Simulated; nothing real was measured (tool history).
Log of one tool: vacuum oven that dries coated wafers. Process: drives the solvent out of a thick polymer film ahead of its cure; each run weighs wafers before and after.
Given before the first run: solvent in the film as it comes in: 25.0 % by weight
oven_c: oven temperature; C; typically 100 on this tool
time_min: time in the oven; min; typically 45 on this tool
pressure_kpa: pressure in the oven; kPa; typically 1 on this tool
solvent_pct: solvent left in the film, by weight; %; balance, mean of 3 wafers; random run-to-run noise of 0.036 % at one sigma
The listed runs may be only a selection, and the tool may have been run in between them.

run,day,oven_c,time_min,pressure_kpa,solvent_pct
1,0,100,45,1,1.84
2,2.188,100,45,1,1.82
3,4.071,100,45,0.56,1.71
4,7.442,100,45,1,1.77
5,10.012,100,45,1,1.77
6,11.712,100,45,1,1.81
7,14.421,100,45,2.35,2.36
8,17.246,100,45,1,1.81
9,20.792,100,45,1,1.79
10,23.017,100,45,2.41,2.32
# day 24.096: oven's thermocouples calibrated
11,26.204,100,45,2.41,2.54
12,28.946,100,50,1,1.63
# day 29.2: vacuum gauge cleaned of residue and calibrated
13,32.208,100,50,0.92,1.67
14,34.992,100,50,0.92,1.65
15,37.521,100,45,1,2.02
16,41.179,100,45,1,2.03
17,44.246,100,45,1,2.02
18,47.912,100,45,1,2.02
# day 50.142: vacuum gauge cleaned of residue and calibrated, once more
19,51.896,100,45,2.51,2.41
20,53.688,100,45,2.51,2.35
21,56.412,100,45,2.51,2.37
22,58.862,100,45,1.43,1.93
23,62.625,89,43,0.73,5.92
24,64.917,114,34,2.1,0.75
25,68.058,100,45,1.4,1.96
26,70.496,95,45,0.81,3.19
27,73.388,95,45,0.81,3.19
28,76.983,100,35,1,2.95
29,80.625,87,41,1,7.27
30,84.488,85,45,1.62,7.95
31,88.312,100,45,1,1.82
32,91.025,100,43,0.66,1.85
33,93.704,110,22,3.69,2.82
34,96.417,110,22,3.69,2.84
35,98.667,87,45,1,6.69
36,101.229,103,45,1.36,1.32
37,103.392,103,45,1.13,1.23
38,107.275,103,42,0.92,1.34
# day 107.912: oven's thermocouples calibrated
39,109.146,91,45,3.48,6.2
40,112.825,91,45,3.48,6.17
41,114.596,91,45,3.48,6.08

Branching from run 41: 5 alternative next runs. What would each branch give?
A,117.288,100,26,1,?
B,117.288,97,45,2.08,?
C,117.288,104,45,1.28,?
D,117.288,90,47,2.6,?
E,117.288,105,49,3.48,?

run,solvent_pct
A,4.91
B,3.15
C,1.25
D,6.04
E,1.61
Stripped of hidden state, with their random variation kept, the same runs would have yielded:
run,solvent_pct
A,4.82
B,3.04
C,1.15
D,5.92
E,1.51

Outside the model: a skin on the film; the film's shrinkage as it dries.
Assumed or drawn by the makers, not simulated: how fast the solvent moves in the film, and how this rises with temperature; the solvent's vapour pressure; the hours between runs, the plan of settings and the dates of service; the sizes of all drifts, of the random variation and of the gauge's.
